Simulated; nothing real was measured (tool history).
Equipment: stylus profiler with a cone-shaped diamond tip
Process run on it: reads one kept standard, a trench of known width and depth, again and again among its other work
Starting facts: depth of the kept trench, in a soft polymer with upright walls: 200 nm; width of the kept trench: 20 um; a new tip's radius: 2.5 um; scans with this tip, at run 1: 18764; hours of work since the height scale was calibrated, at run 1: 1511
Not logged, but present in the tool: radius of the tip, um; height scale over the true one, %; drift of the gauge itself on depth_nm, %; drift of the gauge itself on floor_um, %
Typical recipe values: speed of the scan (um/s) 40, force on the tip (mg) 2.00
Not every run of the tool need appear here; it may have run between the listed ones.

run,hour,speed of the scan (um/s),force on the tip (mg),scans with this tip,hours of work since the height scale was calibrated,depth of the trench (nm),width of the trench's floor (µm)
1,0.0,40,2.00,18764,1511,200.82,16.76
2,45.3,40,2.00,19020,1532,200.59,16.75
# hour 84.4: height scale calibrated on a step standard
3,104.8,40,1.89,19353,9,201.51,16.74
4,148.0,33,1.89,19597,29,201.46,16.76
5,191.8,40,2.37,19844,49,201.91,16.73
6,266.2,40,2.00,20264,83,201.61,16.68
7,320.6,40,2.00,20571,107,201.30,16.67
8,385.2,40,2.00,20935,137,201.67,16.68
9,435.4,40,2.00,21219,160,201.45,16.67
10,502.5,40,2.00,21597,190,201.40,16.66
11,589.1,40,2.00,22086,229,201.45,16.56
12,630.7,40,2.00,22321,248,201.45,16.63
13,710.9,40,2.00,22773,285,201.49,16.62
14,794.9,40,2.00,23247,323,201.47,16.60
15,839.5,40,2.00,23499,343,201.26,16.57
16,918.2,40,1.08,23943,379,200.86,16.45
17,977.7,40,1.16,24279,406,200.78,16.43
18,1027.0,40,1.16,24557,428,200.83,16.44
19,1101.2,40,1.16,24976,462,200.74,16.42
20,1175.7,40,1.16,25396,496,200.80,16.38
21,1225.7,40,2.00,25678,519,201.35,16.48
22,1288.4,40,2.00,26033,547,201.33,16.44
23,1361.3,14,2.00,26444,580,201.19,16.60
24,1413.7,14,2.00,26739,604,201.16,16.52
25,1500.6,14,2.00,27230,644,201.30,16.54
# hour 1581.2: new tip fitted, height scale calibrated
26,1591.1,14,2.00,56,4,201.61,17.96
27,1635.1,14,2.00,304,24,201.41,17.94
28,1710.0,34,2.00,727,59,201.38,17.83
29,1789.7,68,4.93,1177,95,202.68,17.66
30,1869.1,152,2.00,1625,131,201.27,17.03
31,1950.2,152,2.00,2083,168,201.40,16.97
32,1992.4,152,3.19,2321,187,201.92,17.19
33,2067.6,152,3.19,2745,221,201.95,17.13
34,2115.3,33,2.77,3014,243,201.73,17.66
35,2193.8,45,4.30,3457,278,202.29,17.65
36,2265.8,28,4.44,3864,311,202.46,17.65
37,2344.5,59,1.96,4308,347,201.32,17.40
38,2422.8,59,4.86,4750,383,202.56,17.54
39,2468.9,21,1.09,5010,403,200.60,17.58
40,2540.0,100,1.26,5411,436,200.69,16.89
41,2610.3,16,4.59,5808,468,202.37,17.61
42,2655.6,14,2.50,6063,488,201.35,17.59
43,2695.0,33,0.73,6285,506,200.34,17.29
44,2785.1,33,0.73,6794,547,200.30,17.33
45,2837.2,16,2.00,7088,571,201.14,17.51
46,2896.3,12,0.73,7422,598,200.23,17.49

Take each entry between the runs: how does the hidden state at the last listed run before it differ from the hidden state at the first listed run after it?
From run 2 to run 3: height scale calibrated on a step standard (hour 84.4)
  radius of the tip, um: 5.77 -> 5.83; height scale over the true one, %: -0.48 -> 0.001
  measured less the result without the state, depth of the trench (nm): -0.96 -> +0.00; width of the trench's floor (µm): -1.05 -> -1.07
From run 25 to run 26: new tip fitted, height scale calibrated (hour 1581.2)
  radius of the tip, um: 7.16 -> 2.52; height scale over the true one, %: -0.204 -> -0.076
  measured less the result without the state, depth of the trench (nm): -0.41 -> -0.15; width of the trench's floor (µm): -1.40 -> -0.01
